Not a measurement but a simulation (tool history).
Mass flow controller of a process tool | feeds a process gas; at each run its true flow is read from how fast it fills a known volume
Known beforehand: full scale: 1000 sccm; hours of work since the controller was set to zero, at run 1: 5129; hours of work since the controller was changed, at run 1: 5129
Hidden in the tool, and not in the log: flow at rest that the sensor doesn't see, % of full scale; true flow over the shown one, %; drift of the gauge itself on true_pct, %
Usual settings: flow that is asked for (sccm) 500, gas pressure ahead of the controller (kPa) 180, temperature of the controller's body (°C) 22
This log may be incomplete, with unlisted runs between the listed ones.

run      day  flow that is asked for (sccm)  gas pressure ahead of the controller (kPa)  temperature of the controller's body (°C)  hours of work since the controller was set to zero  hours of work since the controller was changed  true flow (%)
  1        0                            500                                         180                                         22                                                5129                                            5129         102.29
  2    4.933                            244                                         180                                         22                                                5223                                            5223          103.4
  3    8.942                            244                                         180                                         22                                                5299                                            5299         103.52
  4   15.462                            500                                         180                                         22                                                5424                                            5424         102.35
  5   21.292                            500                                         180                                         22                                                5535                                            5535         102.65
  6   24.412                            500                                         180                                         22                                                5595                                            5595         102.47
  7   32.071                            500                                         180                                         22                                                5741                                            5741          102.7
  8   35.871                            500                                         180                                         35                                                5813                                            5813         101.55
  9   41.146                            500                                         180                                         35                                                5914                                            5914         101.68
 10   47.962                            500                                         220                                         22                                                6044                                            6044         102.81
 11   55.142                            500                                         180                                         39                                                6181                                            6181         101.49
 12   59.538                            875                                         180                                         22                                                6265                                            6265         102.81
 13   66.079                            500                                         177                                         22                                                6390                                            6390         103.02
 14   70.667                            349                                         146                                         40                                                6477                                            6477         101.95
 15   75.325                            349                                         146                                         25                                                6566                                            6566         103.29
 16   82.283                            179                                         180                                         22                                                6699                                            6699         105.79
 17   88.446                            885                                         164                                         22                                                6817                                            6817         102.98
 18   93.879                            233                                         185                                         31                                                6920                                            6920         104.08
 19  101.142                            161                                         225                                         21                                                7059                                            7059         106.96
 20  107.129                            500                                         180                                         20                                                7173                                            7173         103.63
 21  111.812                            500                                         165                                         21                                                7263                                            7263         103.55
 22  116.379                            500                                         165                                         21                                                7350                                            7350         103.46
 23  120.104                            135                                         163                                         21                                                7421                                            7421         108.25
 24  125.892                            261                                         145                                         24                                                7531                                            7531         104.82
 25  131.838                            143                                         151                                         28                                                7645                                            7645         107.61
     138.296  -- controller's zero set anew
 26  138.296                            143                                         151                                         28                                                   0                                            7768         100.41

Forecast each of these 3 alternatives for the next run:
  A  142.442                            808                                         258                                         24                                                  79                                            7847              ?
  B  142.442                            500                                         158                                         23                                                  79                                            7847              ?
  C  142.442                            143                                         223                                         28                                                  79                                            7847              ?

run  true flow (%)
  A          102.1
  B         101.59
  C         100.53
With the hidden condition removed and each run's random variation left untouched, the same runs would have given:
run  true flow (%)
  A          99.68
  B          99.14
  C          97.89

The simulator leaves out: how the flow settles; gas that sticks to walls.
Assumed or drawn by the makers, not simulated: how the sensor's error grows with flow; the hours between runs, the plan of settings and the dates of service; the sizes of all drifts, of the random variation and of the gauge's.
